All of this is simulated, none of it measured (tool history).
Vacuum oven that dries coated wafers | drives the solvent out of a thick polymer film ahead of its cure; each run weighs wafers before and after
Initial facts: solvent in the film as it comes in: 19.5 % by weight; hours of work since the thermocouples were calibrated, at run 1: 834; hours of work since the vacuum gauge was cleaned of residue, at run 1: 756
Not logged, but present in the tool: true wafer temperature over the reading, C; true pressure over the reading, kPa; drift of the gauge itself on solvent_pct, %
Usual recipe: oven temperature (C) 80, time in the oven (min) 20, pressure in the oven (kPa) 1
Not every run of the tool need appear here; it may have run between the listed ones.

| run | hour | oven temperature (C) | time in the oven (min) | pressure in the oven (kPa) | hours of work since the thermocouples were calibrated | hours of work since the vacuum gauge was cleaned of residue | solvent left in the film (%) |
|---|---|---|---|---|---|---|---|
| 1 | 0 | 80 | 20 | 1 | 834 | 756 | 1.59 |
| 2 | 18.3 | 80 | 20 | 1 | 844 | 767 | 1.6 |
| 3 | 33.7 | 80 | 20 | 1 | 853 | 776 | 1.67 |
| 4 | 55.9 | 80 | 33 | 1 | 866 | 788 | 0.75 |
| 5 | 85.7 | 80 | 33 | 1 | 883 | 805 | 0.74 |
| 6 | 119.7 | 80 | 33 | 1 | 902 | 825 | 0.86 |
| 7 | 156.1 | 80 | 20 | 2.35 | 923 | 846 | 2.42 |
| 8 | 186.2 | 66 | 20 | 2.35 | 940 | 863 | 7.63 |
| 9 | 209.1 | 66 | 20 | 2.35 | 953 | 876 | 7.52 |
| 10 | 244.9 | 66 | 20 | 2.35 | 974 | 896 | 7.63 |
| 11 | 263.8 | 84 | 20 | 1 | 984 | 907 | 0.99 |
| 12 | 279.2 | 80 | 20 | 1 | 993 | 916 | 1.61 |
| 13 | 308.2 | 80 | 20 | 1 | 1010 | 933 | 1.73 |
|  | 327.5 | oven's thermocouples calibrated |
| 14 | 327.5 | 80 | 20 | 1 | 0 | 942 | 1.59 |
| 15 | 359.2 | 80 | 20 | 1 | 18 | 961 | 1.62 |
| 16 | 374.1 | 80 | 20 | 1 | 27 | 969 | 1.62 |
| 17 | 404.9 | 81 | 22 | 1 | 44 | 987 | 1.2 |
| 18 | 425.3 | 78 | 18 | 2.65 | 56 | 998 | 3.44 |
| 19 | 446.8 | 93 | 11 | 0.53 | 68 | 1011 | 0.72 |
| 20 | 465.5 | 80 | 11 | 1 | 79 | 1021 | 4.08 |
| 21 | 488.2 | 69 | 20 | 0.77 | 92 | 1034 | 5.14 |
| 22 | 506.6 | 84 | 20 | 2.83 | 102 | 1045 | 1.85 |
| 23 | 541 | 70 | 11 | 0.85 | 122 | 1064 | 8.03 |
| 24 | 565.9 | 70 | 11 | 0.85 | 136 | 1079 | 8.07 |
| 25 | 583.3 | 90 | 11 | 0.85 | 146 | 1089 | 1.21 |
|  | 596.6 | vacuum gauge cleaned of residue and calibrated |
| 26 | 607.5 | 78 | 27 | 0.64 | 159 | 6 | 1.06 |
| 27 | 642.4 | 78 | 27 | 0.64 | 179 | 26 | 1.05 |
| 28 | 664.7 | 78 | 27 | 0.64 | 192 | 39 | 1.02 |
| 29 | 681.7 | 72 | 11 | 0.76 | 202 | 49 | 7.19 |

Consider 3 possible next runs. They are alternatives, not a sequence: every one starts from the tool as it was left by run 29. What does each give?
| A | 713 | 67 | 20 | 1 | 220 | 67 | ? |
| B | 713 | 86 | 15 | 1.16 | 220 | 67 | ? |
| C | 713 | 72 | 16 | 0.76 | 220 | 67 | ? |

| run | solvent left in the film (%) |
|---|---|
| A | 5.97 |
| B | 1.29 |
| C | 5.01 |
With no hidden state in the tool, these same runs would have given:
| run | solvent left in the film (%) |
|---|---|
| A | 5.97 |
| B | 1.29 |
| C | 5.01 |

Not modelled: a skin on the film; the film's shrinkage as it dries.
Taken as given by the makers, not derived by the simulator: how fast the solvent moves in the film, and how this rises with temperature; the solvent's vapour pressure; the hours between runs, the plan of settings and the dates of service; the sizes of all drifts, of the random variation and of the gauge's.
